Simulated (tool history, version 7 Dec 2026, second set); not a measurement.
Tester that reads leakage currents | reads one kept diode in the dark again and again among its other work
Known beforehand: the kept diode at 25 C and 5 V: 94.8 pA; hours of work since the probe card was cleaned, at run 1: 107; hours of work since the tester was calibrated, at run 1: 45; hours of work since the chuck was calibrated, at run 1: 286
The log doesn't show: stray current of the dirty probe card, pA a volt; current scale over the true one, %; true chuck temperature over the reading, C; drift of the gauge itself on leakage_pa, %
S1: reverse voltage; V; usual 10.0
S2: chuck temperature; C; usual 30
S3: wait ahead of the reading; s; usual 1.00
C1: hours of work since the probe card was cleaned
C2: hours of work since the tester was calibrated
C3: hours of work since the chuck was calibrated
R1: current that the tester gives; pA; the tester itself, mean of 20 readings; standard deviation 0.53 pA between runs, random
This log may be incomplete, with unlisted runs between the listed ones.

| run | hour | S1 | S2 | S3 | C1 | C2 | C3 | R1 |
|---|---|---|---|---|---|---|---|---|
| 1 | 0.0 | 10.0 | 30 | 1.00 | 107 | 45 | 286 | 175.40 |
| 2 | 35.9 | 10.0 | 30 | 1.00 | 134 | 72 | 313 | 174.99 |
| 3 | 79.5 | 10.0 | 30 | 1.00 | 167 | 105 | 346 | 176.71 |
| 4 | 130.2 | 10.0 | 30 | 1.00 | 205 | 143 | 384 | 176.28 |
| 5 | 171.5 | 2.1 | 30 | 1.00 | 236 | 174 | 415 | 106.22 |
| 6 | 202.7 | 2.1 | 30 | 1.00 | 260 | 198 | 439 | 106.42 |
| 7 | 243.2 | 2.1 | 30 | 1.00 | 290 | 228 | 469 | 105.94 |
| 8 | 290.1 | 2.1 | 30 | 1.00 | 325 | 263 | 505 | 106.60 |
| 9 | 346.3 | 2.1 | 30 | 1.00 | 368 | 306 | 547 | 106.48 |
| 10 | 406.0 | 2.1 | 30 | 1.00 | 413 | 351 | 592 | 106.26 |
| 11 | 435.6 | 2.1 | 30 | 1.00 | 435 | 373 | 614 | 106.19 |
| 12 | 486.7 | 2.1 | 30 | 1.00 | 473 | 411 | 653 | 106.02 |
| 13 | 538.2 | 2.1 | 30 | 1.00 | 512 | 450 | 691 | 106.09 |
| 14 | 571.4 | 10.0 | 30 | 1.00 | 537 | 475 | 716 | 176.67 |
|  | 597.1 | chuck's temperature calibrated |
| 15 | 605.2 | 10.0 | 30 | 1.00 | 561 | 499 | 6 | 177.10 |
| 16 | 660.8 | 10.0 | 30 | 1.00 | 603 | 541 | 48 | 176.25 |
| 17 | 711.3 | 10.0 | 30 | 1.00 | 641 | 579 | 86 | 176.89 |
| 18 | 759.2 | 4.1 | 30 | 1.00 | 677 | 615 | 122 | 131.83 |
| 19 | 809.7 | 4.1 | 30 | 1.00 | 715 | 653 | 160 | 131.64 |
| 20 | 836.1 | 10.0 | 30 | 0.40 | 735 | 673 | 180 | 179.50 |
| 21 | 870.3 | 10.0 | 30 | 0.40 | 761 | 698 | 206 | 179.58 |
| 22 | 898.0 | 3.2 | 36 | 1.28 | 781 | 719 | 226 | 189.30 |
| 23 | 924.7 | 1.7 | 38 | 3.97 | 802 | 739 | 247 | 177.94 |
| 24 | 954.0 | 12.1 | 41 | 2.71 | 824 | 761 | 269 | 408.02 |
| 25 | 995.5 | 11.6 | 22 | 2.35 | 855 | 793 | 300 | 99.57 |
| 26 | 1040.0 | 2.9 | 32 | 3.88 | 888 | 826 | 333 | 135.79 |
| 27 | 1072.5 | 1.9 | 32 | 8.17 | 913 | 851 | 358 | 118.65 |
| 28 | 1116.8 | 1.9 | 32 | 8.17 | 946 | 884 | 391 | 118.63 |
| 29 | 1160.5 | 1.9 | 32 | 8.17 | 979 | 917 | 424 | 119.12 |
| 30 | 1188.2 | 2.4 | 30 | 4.88 | 1000 | 938 | 445 | 110.36 |
| 31 | 1240.9 | 2.4 | 30 | 4.88 | 1040 | 977 | 485 | 110.17 |
| 32 | 1294.8 | 10.0 | 31 | 1.00 | 1080 | 1018 | 525 | 189.44 |
| 33 | 1321.7 | 10.0 | 55 | 2.38 | 1100 | 1038 | 545 | 988.75 |
| 34 | 1380.6 | 3.7 | 53 | 1.73 | 1145 | 1083 | 590 | 628.34 |
| 35 | 1429.6 | 2.3 | 33 | 3.71 | 1182 | 1119 | 627 | 136.06 |
| 36 | 1459.6 | 2.6 | 30 | 1.28 | 1204 | 1142 | 649 | 112.79 |
| 37 | 1516.5 | 3.0 | 40 | 6.48 | 1247 | 1185 | 692 | 245.42 |
| 38 | 1549.1 | 1.9 | 41 | 2.43 | 1271 | 1209 | 717 | 227.07 |
|  | 1578.5 | chuck's temperature calibrated |
| 39 | 1602.7 | 2.2 | 30 | 0.84 | 1310 | 1248 | 18 | 107.97 |

Forecast each of these 4 alternatives for the next run:
| A | 1635.4 | 2.5 | 53 | 0.84 | 1335 | 1273 | 43 | ? |
| B | 1635.4 | 2.2 | 53 | 1.89 | 1335 | 1273 | 43 | ? |
| C | 1635.4 | 1.5 | 30 | 6.41 | 1335 | 1273 | 43 | ? |
| D | 1635.4 | 3.4 | 26 | 2.38 | 1335 | 1273 | 43 | ? |

| run | R1 |
|---|---|
| A | 558.64 |
| B | 536.55 |
| C | 95.34 |
| D | 91.25 |
With the hidden condition removed and each run's random variation left untouched, the same runs would have given:
| run | R1 |
|---|---|
| A | 558.56 |
| B | 536.48 |
| C | 95.32 |
| D | 91.22 |

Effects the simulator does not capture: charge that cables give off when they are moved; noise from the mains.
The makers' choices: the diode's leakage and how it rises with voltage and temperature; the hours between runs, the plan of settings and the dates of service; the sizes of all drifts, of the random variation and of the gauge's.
